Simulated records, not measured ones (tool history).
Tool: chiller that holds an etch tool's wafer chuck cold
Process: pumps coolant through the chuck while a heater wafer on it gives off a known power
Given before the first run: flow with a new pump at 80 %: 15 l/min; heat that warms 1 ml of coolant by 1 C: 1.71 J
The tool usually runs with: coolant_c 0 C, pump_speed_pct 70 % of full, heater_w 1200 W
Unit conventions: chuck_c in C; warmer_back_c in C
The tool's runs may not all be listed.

run 1 hour=0.0 | coolant_c=0 pump_speed_pct=70 heater_w=1200 | chuck_c=7.99 warmer_back_c=3.22
-- hour=26.3 coolant changed, channels flushed
run 2 hour=96.7 | coolant_c=0 pump_speed_pct=70 heater_w=1200 | chuck_c=8.06 warmer_back_c=3.25
run 3 hour=167.0 | coolant_c=0 pump_speed_pct=70 heater_w=1200 | chuck_c=8.05 warmer_back_c=3.26
run 4 hour=308.6 | coolant_c=0 pump_speed_pct=70 heater_w=651 | chuck_c=4.39 warmer_back_c=1.77
run 5 hour=427.8 | coolant_c=0 pump_speed_pct=77 heater_w=651 | chuck_c=4.09 warmer_back_c=1.54
run 6 hour=500.4 | coolant_c=0 pump_speed_pct=70 heater_w=1200 | chuck_c=8.20 warmer_back_c=3.22
run 7 hour=666.2 | coolant_c=0 pump_speed_pct=70 heater_w=1200 | chuck_c=8.08 warmer_back_c=3.21
run 8 hour=818.8 | coolant_c=0 pump_speed_pct=70 heater_w=1200 | chuck_c=8.21 warmer_back_c=3.20
run 9 hour=942.2 | coolant_c=0 pump_speed_pct=70 heater_w=1200 | chuck_c=8.14 warmer_back_c=3.19
run 10 hour=1064.7 | coolant_c=0 pump_speed_pct=71 heater_w=1200 | chuck_c=8.15 warmer_back_c=3.16
run 11 hour=1160.1 | coolant_c=0 pump_speed_pct=71 heater_w=1200 | chuck_c=8.09 warmer_back_c=3.20
-- hour=1253.4 chiller's thermometer calibrated
run 12 hour=1256.3 | coolant_c=0 pump_speed_pct=71 heater_w=1200 | chuck_c=8.32 warmer_back_c=3.17
run 13 hour=1375.6 | coolant_c=7 pump_speed_pct=70 heater_w=1200 | chuck_c=15.30 warmer_back_c=3.21
run 14 hour=1470.6 | coolant_c=0 pump_speed_pct=70 heater_w=1200 | chuck_c=8.17 warmer_back_c=3.20
run 15 hour=1608.0 | coolant_c=0 pump_speed_pct=70 heater_w=1200 | chuck_c=8.26 warmer_back_c=3.27
-- hour=1739.5 coolant pump overhauled
run 16 hour=1763.3 | coolant_c=0 pump_speed_pct=70 heater_w=1200 | chuck_c=8.31 warmer_back_c=3.25
run 17 hour=1831.1 | coolant_c=2 pump_speed_pct=70 heater_w=1727 | chuck_c=13.77 warmer_back_c=4.68
run 18 hour=1924.1 | coolant_c=0 pump_speed_pct=76 heater_w=1200 | chuck_c=8.12 warmer_back_c=2.94
run 19 hour=2036.8 | coolant_c=-2 pump_speed_pct=76 heater_w=847 | chuck_c=3.65 warmer_back_c=2.09
run 20 hour=2183.1 | coolant_c=-2 pump_speed_pct=76 heater_w=847 | chuck_c=3.70 warmer_back_c=2.06
run 21 hour=2283.7 | coolant_c=6 pump_speed_pct=65 heater_w=1312 | chuck_c=15.62 warmer_back_c=3.79
run 22 hour=2425.6 | coolant_c=6 pump_speed_pct=65 heater_w=1312 | chuck_c=15.74 warmer_back_c=3.81
run 23 hour=2553.5 | coolant_c=6 pump_speed_pct=65 heater_w=1312 | chuck_c=15.69 warmer_back_c=3.84
run 24 hour=2666.5 | coolant_c=6 pump_speed_pct=65 heater_w=1312 | chuck_c=15.68 warmer_back_c=3.81
run 25 hour=2782.8 | coolant_c=6 pump_speed_pct=65 heater_w=1312 | chuck_c=15.89 warmer_back_c=3.82
-- hour=2807.0 gauge calibrated
run 26 hour=2856.9 | coolant_c=-2 pump_speed_pct=70 heater_w=1200 | chuck_c=6.09 warmer_back_c=3.21
run 27 hour=2985.4 | coolant_c=-2 pump_speed_pct=70 heater_w=1200 | chuck_c=6.02 warmer_back_c=3.27
run 28 hour=3126.0 | coolant_c=0 pump_speed_pct=70 heater_w=1321 | chuck_c=8.83 warmer_back_c=3.53
run 29 hour=3270.0 | coolant_c=2 pump_speed_pct=70 heater_w=935 | chuck_c=8.41 warmer_back_c=2.50
run 30 hour=3360.1 | coolant_c=-6 pump_speed_pct=70 heater_w=1200 | chuck_c=2.01 warmer_back_c=3.20
run 31 hour=3503.1 | coolant_c=8 pump_speed_pct=70 heater_w=674 | chuck_c=12.62 warmer_back_c=1.84
run 32 hour=3659.4 | coolant_c=-6 pump_speed_pct=61 heater_w=1200 | chuck_c=3.04 warmer_back_c=3.71

Measured less the same run without the tool's hidden state. The same run-to-run variation is in both; the gauge's scatter may not be:
Hidden state at play: heat passed by the chuck's channels, % of clean ones'; flow at a given pump speed, % of a new pump's; coolant's true temperature over the reading, C; drift of the gauge itself on chuck_c, C; drift of the gauge itself on warmer_back_c, C.
run=1 chuck_c=+0.01
run=2 chuck_c=+0.01
run=3 chuck_c=+0.02
run=4 chuck_c=+0.04
run=5 chuck_c=+0.06
run=6 chuck_c=+0.07
run=7 chuck_c=+0.10
run=8 chuck_c=+0.13
run=9 chuck_c=+0.14
run=10 chuck_c=+0.17
run=11 chuck_c=+0.19
run=12 chuck_c=+0.22
run=13 chuck_c=+0.24
run=14 chuck_c=+0.25
run=15 chuck_c=+0.27
run=16 chuck_c=+0.29
run=17 chuck_c=+0.31
run=18 chuck_c=+0.32
run=19 chuck_c=+0.33
run=20 chuck_c=+0.36
run=21 chuck_c=+0.39
run=22 chuck_c=+0.41
run=23 chuck_c=+0.43
run=24 chuck_c=+0.44
run=25 chuck_c=+0.47
run=26 chuck_c=+0.01
run=27 chuck_c=+0.04
run=28 chuck_c=+0.06
run=29 chuck_c=+0.08
run=30 chuck_c=+0.10
run=31 chuck_c=+0.11
run=32 chuck_c=+0.15
warmer_back_c: differs from the measured result by no more than 0.01 C in any run.

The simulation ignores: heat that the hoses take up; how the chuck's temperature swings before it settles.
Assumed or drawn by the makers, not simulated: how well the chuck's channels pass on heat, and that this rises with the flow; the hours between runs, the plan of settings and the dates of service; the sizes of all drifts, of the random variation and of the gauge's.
